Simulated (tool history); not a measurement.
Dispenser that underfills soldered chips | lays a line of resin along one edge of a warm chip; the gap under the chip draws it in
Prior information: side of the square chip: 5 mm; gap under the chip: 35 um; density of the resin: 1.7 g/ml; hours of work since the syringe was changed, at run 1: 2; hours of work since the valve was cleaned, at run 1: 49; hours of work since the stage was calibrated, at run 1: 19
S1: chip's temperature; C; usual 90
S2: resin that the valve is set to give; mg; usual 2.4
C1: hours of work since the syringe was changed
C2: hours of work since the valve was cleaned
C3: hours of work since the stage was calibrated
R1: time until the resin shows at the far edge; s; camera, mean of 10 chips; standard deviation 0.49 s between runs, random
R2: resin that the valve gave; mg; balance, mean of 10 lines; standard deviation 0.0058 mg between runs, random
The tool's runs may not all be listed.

{"run": 1, "hour": 0.0, "S1": 90, "S2": 2.4, "C1": 2, "C2": 49, "C3": 19, "R1": 42.8, "R2": 2.354}
{"run": 2, "hour": 4.6, "S1": 90, "S2": 2.4, "C1": 6, "C2": 53, "C3": 23, "R1": 46.8, "R2": 2.342}
{"run": 3, "hour": 8.1, "S1": 90, "S2": 2.4, "C1": 9, "C2": 56, "C3": 26, "R1": 51.6, "R2": 2.34}
{"run": 4, "hour": 11.9, "S1": 90, "S2": 2.4, "C1": 11, "C2": 59, "C3": 29, "R1": 55.6, "R2": 2.327}
{"hour": 13.2, "done": "new syringe of resin"}
{"run": 5, "hour": 15.8, "S1": 90, "S2": 2.4, "C1": 2, "C2": 61, "C3": 32, "R1": 41.3, "R2": 2.347}
{"run": 6, "hour": 17.9, "S1": 90, "S2": 2.4, "C1": 4, "C2": 63, "C3": 33, "R1": 43.5, "R2": 2.325}
{"run": 7, "hour": 20.5, "S1": 100, "S2": 2.4, "C1": 6, "C2": 65, "C3": 35, "R1": 35.8, "R2": 2.324}
{"run": 8, "hour": 24.5, "S1": 100, "S2": 2.4, "C1": 9, "C2": 68, "C3": 38, "R1": 40.3, "R2": 2.32}
{"hour": 28.7, "done": "new syringe of resin"}
{"run": 9, "hour": 29.1, "S1": 99, "S2": 2.4, "C1": 0, "C2": 72, "C3": 42, "R1": 30.7, "R2": 2.308}
{"run": 10, "hour": 31.5, "S1": 99, "S2": 2.4, "C1": 2, "C2": 74, "C3": 44, "R1": 33.4, "R2": 2.313}
{"run": 11, "hour": 35.9, "S1": 90, "S2": 2.4, "C1": 6, "C2": 77, "C3": 47, "R1": 47.4, "R2": 2.309}
{"run": 12, "hour": 38.7, "S1": 90, "S2": 2.4, "C1": 8, "C2": 79, "C3": 49, "R1": 50.7, "R2": 2.307}
{"run": 13, "hour": 42.2, "S1": 77, "S2": 2.47, "C1": 11, "C2": 82, "C3": 52, "R1": 80.8, "R2": 2.36}
{"hour": 44.3, "done": "new syringe of resin"}
{"run": 14, "hour": 46.8, "S1": 102, "S2": 2.86, "C1": 2, "C2": 85, "C3": 55, "R1": 30.2, "R2": 2.738}
{"run": 15, "hour": 51.4, "S1": 102, "S2": 2.86, "C1": 6, "C2": 89, "C3": 59, "R1": 34.2, "R2": 2.725}
{"run": 16, "hour": 54.3, "S1": 84, "S2": 2.7, "C1": 8, "C2": 91, "C3": 61, "R1": 58.6, "R2": 2.568}
{"run": 17, "hour": 56.4, "S1": 103, "S2": 2.22, "C1": 9, "C2": 93, "C3": 63, "R1": 38.8, "R2": 2.122}
{"run": 18, "hour": 59.5, "S1": 93, "S2": 2.39, "C1": 12, "C2": 95, "C3": 65, "R1": 53.3, "R2": 2.265}
{"hour": 60.1, "done": "new syringe of resin"}
{"hour": 62.3, "done": "dispensing valve cleaned and set on the balance"}
{"run": 19, "hour": 63.9, "S1": 86, "S2": 2.59, "C1": 2, "C2": 1, "C3": 68, "R1": 48.7, "R2": 2.584}
{"run": 20, "hour": 68.8, "S1": 98, "S2": 3.04, "C1": 6, "C2": 5, "C3": 72, "R1": 39.2, "R2": 3.022}
{"run": 21, "hour": 72.4, "S1": 76, "S2": 2.2, "C1": 9, "C2": 8, "C3": 74, "R1": 82, "R2": 2.185}
{"hour": 76.8, "done": "new syringe of resin"}
{"run": 22, "hour": 77.6, "S1": 76, "S2": 2.2, "C1": 1, "C2": 12, "C3": 78, "R1": 62.4, "R2": 2.184}
{"run": 23, "hour": 80.3, "S1": 101, "S2": 2.43, "C1": 3, "C2": 14, "C3": 81, "R1": 33.1, "R2": 2.399}
{"run": 24, "hour": 84.0, "S1": 101, "S2": 2.43, "C1": 6, "C2": 17, "C3": 83, "R1": 36.6, "R2": 2.41}

Branching from run 24: 3 alternative next runs. What would each branch give?
{"run": "A", "hour": 88.9, "S1": 87, "S2": 2.4, "C1": 10, "C2": 21, "C3": 87, "R1": "?", "R2": "?"}
{"run": "B", "hour": 88.9, "S1": 90, "S2": 2.82, "C1": 10, "C2": 21, "C3": 87, "R1": "?", "R2": "?"}
{"run": "C", "hour": 88.9, "S1": 97, "S2": 2.49, "C1": 10, "C2": 21, "C3": 87, "R1": "?", "R2": "?"}

run=A R1=59.5 R2=2.365
run=B R1=54 R2=2.784
run=C R1=45.5 R2=2.457
What these runs would have given with no unlogged condition in the tool:
run=A R1=42.3 R2=2.397
run=B R1=38.4 R2=2.821
run=C R1=32.5 R2=2.49
